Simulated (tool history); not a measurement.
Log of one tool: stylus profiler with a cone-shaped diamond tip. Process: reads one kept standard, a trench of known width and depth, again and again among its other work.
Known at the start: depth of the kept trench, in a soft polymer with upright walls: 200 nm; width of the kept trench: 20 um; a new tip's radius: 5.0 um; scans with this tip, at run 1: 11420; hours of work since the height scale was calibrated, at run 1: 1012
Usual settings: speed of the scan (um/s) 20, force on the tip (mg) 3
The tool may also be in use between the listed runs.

run	hour	speed of the scan (um/s)	force on the tip (mg)	scans with this tip	hours of work since the height scale was calibrated	depth of the trench (Å)	width of the trench's floor (um)
1	0	20	3	11420	1012	2026.3	15.31
# hour 28.4: new tip fitted, height scale calibrated
2	30.4	15	3	16	1	2012.8	17.16
3	66.4	15	3	304	27	2014.8	17.1
4	91.2	20	1.82	502	44	2010.5	16.98
5	124.1	20	1.26	765	68	2009.4	16.93
6	161.5	20	1.26	1063	94	2009.2	16.83
7	203.4	20	7.13	1399	124	2026.2	16.88
8	245.1	20	3	1732	153	2014.7	16.78
9	267.9	20	3	1914	170	2013.7	16.74
10	306.3	20	3.28	2221	197	2016.7	16.68
11	337	20	3.28	2466	219	2016.6	16.65
12	358.3	62	3	2636	234	2016.4	16.44
13	402.5	22	3	2989	265	2016.7	16.58
14	422	16	3	3145	279	2017.2	16.5
15	450.5	65	3	3373	299	2015.9	16.26
16	480.9	65	3	3616	321	2018.7	16.19
17	509.9	65	3	3848	341	2015	16.18
18	541.2	7	3	4098	363	2019.3	16.49
19	560.7	13	3	4254	377	2019.2	16.37
20	590.3	20	4.94	4490	398	2022.8	16.36
# hour 593.8: height scale calibrated on a step standard
21	633.6	20	4.94	4832	28	2025.2	16.25
22	671.7	20	4.94	5136	55	2024.4	16.16
23	707.4	5	6.85	5422	80	2028.9	16.17
24	744.3	5	6.85	5717	107	2030.6	16.19
# hour 751.4: height scale calibrated on a step standard, once more
25	763.1	5	6.85	5863	8	2026.1	16.19
26	801.1	14	3.15	6167	35	2018.6	16.12
27	825.2	75	2.16	6359	52	2014.2	15.69
28	863.4	23	2.75	6665	79	2014.6	15.94
29	896.8	23	8.07	6932	103	2030.6	15.99
30	919.8	41	8.89	7115	119	2032.1	15.87
31	942.7	41	8.89	7298	136	2031.5	15.87
32	976.4	7	3.52	7568	159	2018.7	15.88
33	1012.4	7	3.52	7855	185	2019.5	15.85
34	1056.4	29	4.97	8207	216	2023.2	15.71
35	1100.4	29	4.97	8558	247	2025.6	15.62
36	1138.4	16	2.74	8862	274	2018.4	15.63
37	1170.6	14	1.37	9119	297	2013.3	15.61
38	1212.3	78	3	9452	327	2017.8	15.24
39	1232.3	78	3	9612	341	2020.5	15.3
40	1262.1	6	4.99	9850	362	2024.5	15.6
41	1306.4	78	6.15	10204	393	2029.2	15.27
42	1342.4	19	7.45	10492	419	2032.2	15.45
43	1386.2	18	3.07	10842	450	2020.7	15.36

5 ways to go on from here, each from the tool as it stands after run 43. What would each give?
A	1406.5	22	3.07	11005	464	?	?
B	1406.5	74	1.19	11005	464	?	?
C	1406.5	75	4.51	11005	464	?	?
D	1406.5	12	1.49	11005	464	?	?
E	1406.5	76	3.07	11005	464	?	?

run	depth of the trench (Å)	width of the trench's floor (um)
A	2022	15.37
B	2014.2	14.83
C	2026.5	15.2
D	2015.5	15.38
E	2022.5	15.08
Without the tool's hidden state the same runs would have given:
run	depth of the trench (Å)	width of the trench's floor (um)
A	2015.9	17.1
B	2008	16.56
C	2020.3	16.93
D	2009.3	17.11
E	2016.4	16.81
